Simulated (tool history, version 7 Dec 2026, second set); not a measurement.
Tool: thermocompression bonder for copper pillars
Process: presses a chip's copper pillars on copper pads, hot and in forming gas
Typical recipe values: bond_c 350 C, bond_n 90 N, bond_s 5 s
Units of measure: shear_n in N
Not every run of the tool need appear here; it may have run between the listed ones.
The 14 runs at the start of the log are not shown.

run 15 hour=330.1 | bond_c=350 bond_n=90 bond_s=5 | shear_n=45.6
run 16 hour=363.0 | bond_c=350 bond_n=90 bond_s=5 | shear_n=45.4
run 17 hour=379.2 | bond_c=350 bond_n=99 bond_s=5 | shear_n=48.0
run 18 hour=413.1 | bond_c=350 bond_n=90 bond_s=5 | shear_n=45.2
run 19 hour=427.0 | bond_c=350 bond_n=90 bond_s=5 | shear_n=45.6
run 20 hour=441.6 | bond_c=348 bond_n=85 bond_s=5 | shear_n=42.3
run 21 hour=465.1 | bond_c=332 bond_n=67 bond_s=5 | shear_n=28.6
run 22 hour=480.5 | bond_c=364 bond_n=79 bond_s=5 | shear_n=49.6
run 23 hour=511.0 | bond_c=372 bond_n=94 bond_s=14 | shear_n=82.5
run 24 hour=526.4 | bond_c=360 bond_n=71 bond_s=5 | shear_n=44.2
run 25 hour=547.6 | bond_c=357 bond_n=90 bond_s=5 | shear_n=49.4
run 26 hour=566.1 | bond_c=350 bond_n=73 bond_s=9 | shear_n=50.5
run 27 hour=581.8 | bond_c=350 bond_n=73 bond_s=7 | shear_n=45.1
run 28 hour=612.5 | bond_c=350 bond_n=125 bond_s=5 | shear_n=55.4
run 29 hour=638.1 | bond_c=350 bond_n=125 bond_s=9 | shear_n=66.8
run 30 hour=659.2 | bond_c=350 bond_n=125 bond_s=9 | shear_n=66.4
run 31 hour=686.9 | bond_c=350 bond_n=108 bond_s=15 | shear_n=73.2
run 32 hour=706.4 | bond_c=377 bond_n=90 bond_s=5 | shear_n=61.6
run 33 hour=721.9 | bond_c=350 bond_n=69 bond_s=5 | shear_n=38.0
run 34 hour=739.7 | bond_c=350 bond_n=69 bond_s=5 | shear_n=38.2
run 35 hour=753.5 | bond_c=350 bond_n=69 bond_s=5 | shear_n=37.6
run 36 hour=780.9 | bond_c=350 bond_n=69 bond_s=5 | shear_n=37.0
run 37 hour=794.5 | bond_c=355 bond_n=70 bond_s=5 | shear_n=40.6

Branching from run 37: 4 alternative next runs. What would each branch give?
run A hour=821.8 | bond_c=350 bond_n=120 bond_s=5 | shear_n=?
run B hour=821.8 | bond_c=376 bond_n=57 bond_s=5 | shear_n=?
run C hour=821.8 | bond_c=342 bond_n=80 bond_s=8 | shear_n=?
run D hour=821.8 | bond_c=362 bond_n=75 bond_s=5 | shear_n=?

run=A shear_n=52.5
run=B shear_n=46.0
run=C shear_n=46.0
run=D shear_n=45.4
What these runs would have given with no unlogged condition in the tool:
run=A shear_n=55.4
run=B shear_n=48.5
run=C shear_n=48.4
run=D shear_n=47.9
